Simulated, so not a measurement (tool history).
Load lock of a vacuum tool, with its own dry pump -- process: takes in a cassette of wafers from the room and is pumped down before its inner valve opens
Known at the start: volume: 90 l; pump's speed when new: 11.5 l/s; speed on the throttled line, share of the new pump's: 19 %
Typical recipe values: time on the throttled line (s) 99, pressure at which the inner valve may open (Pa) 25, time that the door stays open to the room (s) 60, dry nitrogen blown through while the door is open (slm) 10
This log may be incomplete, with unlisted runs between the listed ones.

run     hour  time on the throttled line (s)  pressure at which the inner valve may open (Pa)  time that the door stays open to the room (s)  dry nitrogen blown through while the door is open (slm)  incoming humidity of the room's air, %  time from the closed door until the inner valve may open (s)  rise of the pressure with all valves shut (Pa/min)
  1      0.0                              99                                               25                                             60                                                       10                                    45.2                                                         160.6                                               0.345
  2    234.9                              99                                               25                                             60                                                       10                                    45.1                                                         162.1                                               0.356
       578.1  -- door's seal changed, seat wiped
  3    717.9                              86                                               25                                             60                                                       10                                    44.5                                                         151.8                                               0.022
  4    928.9                              99                                               25                                             60                                                       10                                    43.7                                                         161.2                                               0.019
  5   1379.3                              99                                               25                                             60                                                       10                                    46.7                                                         161.9                                               0.024
      1841.5  -- dry pump taken out, an overhauled one fitted
  6   1873.3                              99                                               25                                             60                                                       10                                    43.8                                                         147.0                                               0.029
  7   2258.5                              99                                               25                                             60                                                       10                                    42.6                                                         146.3                                               0.028
  8   2510.6                              99                                               25                                             60                                                       10                                    43.8                                                         146.4                                               0.034
  9   2803.1                              99                                               25                                             60                                                       10                                    45.1                                                         146.0                                               0.033
 10   3130.2                             148                                               25                                             60                                                       10                                    46.0                                                         186.5                                               0.034
 11   3507.4                              99                                               25                                             60                                                       10                                    43.2                                                         149.2                                               0.041
 12   3805.2                              99                                               25                                             60                                                       10                                    47.1                                                         147.4                                               0.046
 13   4186.3                              99                                               25                                             60                                                       10                                    44.5                                                         148.6                                               0.052
 14   4632.4                              99                                               25                                             60                                                       10                                    42.7                                                         149.6                                               0.052
 15   5102.9                              99                                               29                                             60                                                       10                                    42.9                                                         147.5                                               0.054
 16   5304.4                              99                                               25                                             60                                                       10                                    46.7                                                         150.1                                               0.059
 17   5547.4                              99                                               25                                             60                                                       10                                    41.6                                                         149.7                                               0.058
 18   5983.8                              99                                               25                                             60                                                       10                                    45.3                                                         149.5                                               0.073
 19   6455.7                              99                                               25                                             60                                                       10                                    43.8                                                         151.2                                               0.077
 20   6831.0                             127                                               25                                            107                                                       10                                    38.5                                                         173.4                                               0.089
 21   7167.4                              99                                               25                                             60                                                        5                                    43.7                                                         151.2                                               0.093
 22   7634.2                              86                                               25                                             63                                                        5                                    42.0                                                         142.1                                               0.094
 23   7977.8                             118                                               25                                             60                                                       21                                    43.6                                                         167.3                                               0.096
 24   8183.7                             118                                               25                                             60                                                       21                                    47.5                                                         168.8                                               0.098
 25   8639.4                              62                                               34                                            143                                                       21                                    46.0                                                         121.8                                               0.113
 26   8856.2                              62                                               22                                            143                                                       21                                    46.1                                                         125.7                                               0.124
 27   9123.5                              63                                               36                                            146                                                       16                                    45.3                                                         120.5                                               0.133
 28   9527.1                             101                                               36                                            146                                                       16                                    44.4                                                         151.0                                               0.140
 29   9952.6                              57                                               39                                             28                                                       11                                    39.0                                                         117.8                                               0.123
 30  10276.6                             189                                               24                                             60                                                       10                                    46.3                                                         225.6                                               0.138
 31  10556.8                             189                                               33                                            184                                                       10                                    40.3                                                         221.8                                               0.172
 32  10986.0                             131                                               33                                            184                                                       11                                    44.9                                                         176.9                                               0.183
 33  11360.8                             131                                               33                                            184                                                       11                                    44.2                                                         178.3                                               0.183
 34  11716.8                             131                                               18                                             30                                                       11                                    42.5                                                         184.4                                               0.160
 35  12104.1                             131                                               18                                             30                                                       11                                    42.5                                                         184.1                                               0.164
 36  12350.0                             131                                               18                                             30                                                       11                                    44.0                                                         185.2                                               0.170
 37  12622.7                             131                                               18                                             30                                                       11                                    46.2                                                         186.0                                               0.182
 38  12873.2                              99                                               24                                             29                                                        5                                    43.5                                                         158.9                                               0.187

Subtracting, for every run, the result it would have given without the tool's unlogged condition from the measured result gives the following. The same run-to-run variation enters both numbers; the gauge's scatter may not:
Unlogged tool condition in this case: pump's speed, % of a new pump's; leak at the door's seal, Pa l/s; drift of the gauge itself on ready_s, %; drift of the gauge itself on rise_pa_min, %.
run  time from the closed door until the inner valve may open (s)  rise of the pressure with all valves shut (Pa/min)
  1                                                         +14.9                                              +0.321
  2                                                         +15.4                                              +0.334
  3                                                         +16.5                                              +0.001
  4                                                         +16.1                                              +0.002
  5                                                         +16.8                                              +0.005
  6                                                          +0.4                                              +0.008
  7                                                          +0.7                                              +0.012
  8                                                          +0.9                                              +0.014
  9                                                          +1.2                                              +0.015
 10                                                          +1.3                                              +0.018
 11                                                          +1.8                                              +0.021
 12                                                          +2.0                                              +0.024
 13                                                          +2.4                                              +0.029
 14                                                          +2.9                                              +0.034
 15                                                          +3.2                                              +0.040
 16                                                          +3.5                                              +0.042
 17                                                          +3.8                                              +0.044
 18                                                          +4.1                                              +0.051
 19                                                          +4.7                                              +0.056
 20                                                          +4.4                                              +0.062
 21                                                          +5.4                                              +0.067
 22                                                          +6.1                                              +0.074
 23                                                          +5.7                                              +0.080
 24                                                          +6.0                                              +0.084
 25                                                          +7.6                                              +0.089
 26                                                          +8.4                                              +0.096
 27                                                          +8.0                                              +0.099
 28                                                          +7.4                                              +0.105
 29                                                          +9.2                                              +0.112
 30                                                          +5.8                                              +0.121
 31                                                          +5.4                                              +0.125
 32                                                          +7.9                                              +0.136
 33                                                          +8.3                                              +0.138
 34                                                          +9.8                                              +0.146
 35                                                         +10.1                                              +0.155
 36                                                         +10.5                                              +0.161
 37                                                         +11.0                                              +0.169
 38                                                         +12.2                                              +0.173
